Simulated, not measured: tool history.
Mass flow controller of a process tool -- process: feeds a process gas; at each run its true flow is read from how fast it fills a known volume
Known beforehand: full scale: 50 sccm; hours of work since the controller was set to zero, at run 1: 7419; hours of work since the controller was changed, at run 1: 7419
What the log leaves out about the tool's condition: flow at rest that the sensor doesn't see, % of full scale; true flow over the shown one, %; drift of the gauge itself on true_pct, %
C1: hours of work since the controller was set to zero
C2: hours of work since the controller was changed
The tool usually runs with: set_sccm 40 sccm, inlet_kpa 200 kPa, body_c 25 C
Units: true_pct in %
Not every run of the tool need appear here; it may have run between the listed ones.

Run 1, day 0: usual settings; C1 7419; C2 7419. Result: true_pct 99.76 %.
Run 2, day 17.058: usual settings; C1 7708; C2 7708. Result: true_pct 99.67 %.
Run 3, day 29.054: usual settings but inlet_kpa 161 kPa; C1 7911; C2 7911. Result: true_pct 99.97 %.
Run 4, day 46.529: usual settings but inlet_kpa 161 kPa; C1 8207; C2 8207. Result: true_pct 99.88 %.
At day 53.138: controller's zero set anew.
Run 5, day 65.346: usual settings but inlet_kpa 161 kPa; C1 207; C2 8525. Result: true_pct 101.01 %.
Run 6, day 84.329: usual settings but inlet_kpa 161 kPa; C1 528; C2 8847. Result: true_pct 100.91 %.
Run 7, day 94.1: usual settings; C1 694; C2 9012. Result: true_pct 100.74 %.
Run 8, day 107.429: usual settings; C1 919; C2 9238. Result: true_pct 100.72 %.
Run 9, day 122.692: usual settings; C1 1178; C2 9496. Result: true_pct 100.69 %.
Run 10, day 137.488: usual settings; C1 1428; C2 9747. Result: true_pct 100.72 %.
Run 11, day 150.05: usual settings; C1 1641; C2 9960. Result: true_pct 100.77 %.
Run 12, day 166.562: usual settings; C1 1921; C2 10239. Result: true_pct 100.67 %.
Run 13, day 177.029: usual settings; C1 2098; C2 10416. Result: true_pct 100.69 %.
Run 14, day 194.308: usual settings; C1 2391; C2 10709. Result: true_pct 100.69 %.
Run 15, day 205.021: usual settings but inlet_kpa 174 kPa; C1 2572; C2 10890. Result: true_pct 100.91 %.
Run 16, day 222.629: usual settings but body_c 37 C; C1 2870; C2 11189. Result: true_pct 100.19 %.
Run 17, day 238.592: usual settings; C1 3141; C2 11459. Result: true_pct 100.75 %.
Run 18, day 256.596: usual settings but inlet_kpa 175 kPa; C1 3445; C2 11764. Result: true_pct 100.79 %.
At day 265.158: controller exchanged for a calibrated one.
Run 19, day 276.588: usual settings but set_sccm 44 sccm; C1 194; C2 194. Result: true_pct 99.74 %.
Run 20, day 293.154: usual settings but set_sccm 44 sccm, body_c 23 C; C1 474; C2 474. Result: true_pct 99.81 %.
Run 21, day 304.629: usual settings but set_sccm 44 sccm, inlet_kpa 170 kPa, body_c 23 C; C1 668; C2 668. Result: true_pct 100.03 %.
Run 22, day 315.004: usual settings but set_sccm 44 sccm, inlet_kpa 170 kPa, body_c 26 C; C1 844; C2 844. Result: true_pct 99.88 %.
Run 23, day 327.85: usual settings but set_sccm 44 sccm, inlet_kpa 170 kPa, body_c 26 C; C1 1062; C2 1062. Result: true_pct 99.86 %.
Run 24, day 337.55: usual settings but set_sccm 49 sccm, inlet_kpa 170 kPa, body_c 26 C; C1 1226; C2 1226. Result: true_pct 99.93 %.
Run 25, day 355.967: usual settings but set_sccm 13 sccm, inlet_kpa 266 kPa, body_c 22 C; C1 1538; C2 1538. Result: true_pct 98.48 %.
Run 26, day 369.758: usual settings but set_sccm 13 sccm, inlet_kpa 153 kPa, body_c 36 C; C1 1771; C2 1771. Result: true_pct 98.34 %.
Run 27, day 389.479: usual settings but inlet_kpa 196 kPa, body_c 20 C; C1 2105; C2 2105. Result: true_pct 99.86 %.
Run 28, day 402.508: usual settings but set_sccm 6 sccm, inlet_kpa 276 kPa, body_c 24 C; C1 2326; C2 2326. Result: true_pct 96.75 %.

Run 29 has not been measured yet. What should we expect?
Run 29, day 415.012: usual settings but set_sccm 13 sccm, inlet_kpa 143 kPa; C1 2538; C2 2538. Result: true_pct ?.

For run 29 the tool returned true_pct 98.72 %.
If the tool had no hidden condition, the same run with the same run-to-run variation would have returned true_pct 99.57 %.
